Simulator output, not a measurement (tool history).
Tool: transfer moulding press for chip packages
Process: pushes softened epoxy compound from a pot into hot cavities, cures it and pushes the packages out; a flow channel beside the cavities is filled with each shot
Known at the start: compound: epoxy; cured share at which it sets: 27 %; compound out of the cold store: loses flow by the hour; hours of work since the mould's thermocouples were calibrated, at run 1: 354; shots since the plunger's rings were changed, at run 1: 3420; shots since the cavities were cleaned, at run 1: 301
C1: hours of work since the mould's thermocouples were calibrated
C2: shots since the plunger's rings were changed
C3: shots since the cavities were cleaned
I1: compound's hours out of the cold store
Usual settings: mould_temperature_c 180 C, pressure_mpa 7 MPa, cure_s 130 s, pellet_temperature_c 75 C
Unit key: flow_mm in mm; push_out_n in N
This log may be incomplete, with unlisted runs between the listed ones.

run 1 hour=0 | mould_temperature_c=180 pressure_mpa=7 cure_s=130 pellet_temperature_c=75 | C1=354 C2=3420 C3=301 | I1=31.5 | flow_mm=553 push_out_n=293
-- hour=19.7 cavities cleaned with cleaning compound and waxed
run 2 hour=25.6 | mould_temperature_c=180 pressure_mpa=7 cure_s=130 pellet_temperature_c=75 | C1=369 C2=3623 C3=50 | I1=42.5 | flow_mm=512 push_out_n=286
run 3 hour=62.2 | mould_temperature_c=180 pressure_mpa=7 cure_s=130 pellet_temperature_c=75 | C1=391 C2=3931 C3=358 | I1=23.3 | flow_mm=579 push_out_n=303
-- hour=76.6 cavities cleaned with cleaning compound and waxed
run 4 hour=81.1 | mould_temperature_c=180 pressure_mpa=7 cure_s=130 pellet_temperature_c=75 | C1=402 C2=4077 C3=37 | I1=44.2 | flow_mm=495 push_out_n=276
run 5 hour=110.7 | mould_temperature_c=180 pressure_mpa=7 cure_s=130 pellet_temperature_c=75 | C1=421 C2=4327 C3=287 | I1=9.3 | flow_mm=653 push_out_n=294
-- hour=124.3 plunger's sealing rings changed
-- hour=136.6 cavities cleaned with cleaning compound and waxed
-- hour=149.3 mould's thermocouples calibrated
run 6 hour=151.6 | mould_temperature_c=180 pressure_mpa=7 cure_s=130 pellet_temperature_c=75 | C1=1 C2=201 C3=110 | I1=36.7 | flow_mm=536 push_out_n=289
run 7 hour=173.7 | mould_temperature_c=180 pressure_mpa=8.73 cure_s=130 pellet_temperature_c=75 | C1=15 C2=387 C3=296 | I1=27.9 | flow_mm=634 push_out_n=293
-- hour=194.7 cavities cleaned with cleaning compound and waxed
run 8 hour=204 | mould_temperature_c=180 pressure_mpa=8.73 cure_s=130 pellet_temperature_c=75 | C1=33 C2=629 C3=78 | I1=19.8 | flow_mm=673 push_out_n=301
run 9 hour=236.1 | mould_temperature_c=180 pressure_mpa=7 cure_s=130 pellet_temperature_c=79 | C1=53 C2=900 C3=349 | I1=30 | flow_mm=556 push_out_n=292
-- hour=250.8 cavities cleaned with cleaning compound and waxed
run 10 hour=267.3 | mould_temperature_c=180 pressure_mpa=7 cure_s=130 pellet_temperature_c=75 | C1=72 C2=1150 C3=139 | I1=22.5 | flow_mm=589 push_out_n=291
run 11 hour=302 | mould_temperature_c=174 pressure_mpa=7 cure_s=126 pellet_temperature_c=80 | C1=94 C2=1442 C3=431 | I1=8.4 | flow_mm=689 push_out_n=515
-- hour=306.1 cavities cleaned with cleaning compound and waxed
run 12 hour=321 | mould_temperature_c=178 pressure_mpa=5.26 cure_s=145 pellet_temperature_c=83 | C1=105 C2=1589 C3=126 | I1=12.1 | flow_mm=557 push_out_n=303
run 13 hour=344.7 | mould_temperature_c=180 pressure_mpa=5.59 cure_s=130 pellet_temperature_c=75 | C1=119 C2=1789 C3=326 | I1=27.8 | flow_mm=512 push_out_n=291
-- hour=361.4 cavities cleaned with cleaning compound and waxed
run 14 hour=377.6 | mould_temperature_c=180 pressure_mpa=5.57 cure_s=158 pellet_temperature_c=75 | C1=139 C2=2054 C3=137 | I1=24.2 | flow_mm=513 push_out_n=263
-- hour=417.4 cavities cleaned with cleaning compound and waxed
run 15 hour=417.4 | mould_temperature_c=180 pressure_mpa=5.57 cure_s=158 pellet_temperature_c=75 | C1=163 C2=2376 C3=0 | I1=26.2 | flow_mm=510 push_out_n=232
run 16 hour=454.6 | mould_temperature_c=179 pressure_mpa=7.74 cure_s=127 pellet_temperature_c=80 | C1=186 C2=2689 C3=313 | I1=34.2 | flow_mm=569 push_out_n=309
-- hour=474.3 cavities cleaned with cleaning compound and waxed
run 17 hour=480.8 | mould_temperature_c=179 pressure_mpa=7.74 cure_s=139 pellet_temperature_c=80 | C1=202 C2=2897 C3=54 | I1=13.4 | flow_mm=674 push_out_n=290
run 18 hour=514.6 | mould_temperature_c=187 pressure_mpa=7.74 cure_s=150 pellet_temperature_c=71 | C1=223 C2=3181 C3=338 | I1=13.9 | flow_mm=636 push_out_n=247
-- hour=530.8 cavities cleaned with cleaning compound and waxed
run 19 hour=533.2 | mould_temperature_c=187 pressure_mpa=7.74 cure_s=150 pellet_temperature_c=71 | C1=234 C2=3326 C3=20 | I1=17.2 | flow_mm=614 push_out_n=236
run 20 hour=571.3 | mould_temperature_c=180 pressure_mpa=5.21 cure_s=114 pellet_temperature_c=77 | C1=257 C2=3646 C3=340 | I1=44 | flow_mm=430 push_out_n=337

Predict each of these 5 candidate next runs independently; none follows another, all start after run 20:
-- hour=586.3 cavities cleaned with cleaning compound and waxed
run A hour=606.2 | mould_temperature_c=183 pressure_mpa=6.22 cure_s=153 pellet_temperature_c=77 | C1=278 C2=3928 C3=168 | I1=29.5 | flow_mm=? push_out_n=?
-- hour=586.3 cavities cleaned with cleaning compound and waxed
run B hour=606.2 | mould_temperature_c=180 pressure_mpa=7 cure_s=130 pellet_temperature_c=71 | C1=278 C2=3928 C3=168 | I1=25.2 | flow_mm=? push_out_n=?
-- hour=586.3 cavities cleaned with cleaning compound and waxed
run C hour=606.2 | mould_temperature_c=180 pressure_mpa=8.41 cure_s=130 pellet_temperature_c=83 | C1=278 C2=3928 C3=168 | I1=26 | flow_mm=? push_out_n=?
-- hour=586.3 cavities cleaned with cleaning compound and waxed
run D hour=606.2 | mould_temperature_c=180 pressure_mpa=7.43 cure_s=116 pellet_temperature_c=76 | C1=278 C2=3928 C3=168 | I1=20.2 | flow_mm=? push_out_n=?
-- hour=586.3 cavities cleaned with cleaning compound and waxed
run E hour=606.2 | mould_temperature_c=180 pressure_mpa=7 cure_s=156 pellet_temperature_c=75 | C1=278 C2=3928 C3=168 | I1=31 | flow_mm=? push_out_n=?

run=A flow_mm=522 push_out_n=239
run=B flow_mm=573 push_out_n=294
run=C flow_mm=622 push_out_n=287
run=D flow_mm=626 push_out_n=362
run=E flow_mm=557 push_out_n=244
With the hidden condition removed and each run's random variation left untouched, the same runs would have given:
run=A flow_mm=523 push_out_n=238
run=B flow_mm=574 push_out_n=292
run=C flow_mm=624 push_out_n=285
run=D flow_mm=629 push_out_n=360
run=E flow_mm=558 push_out_n=243
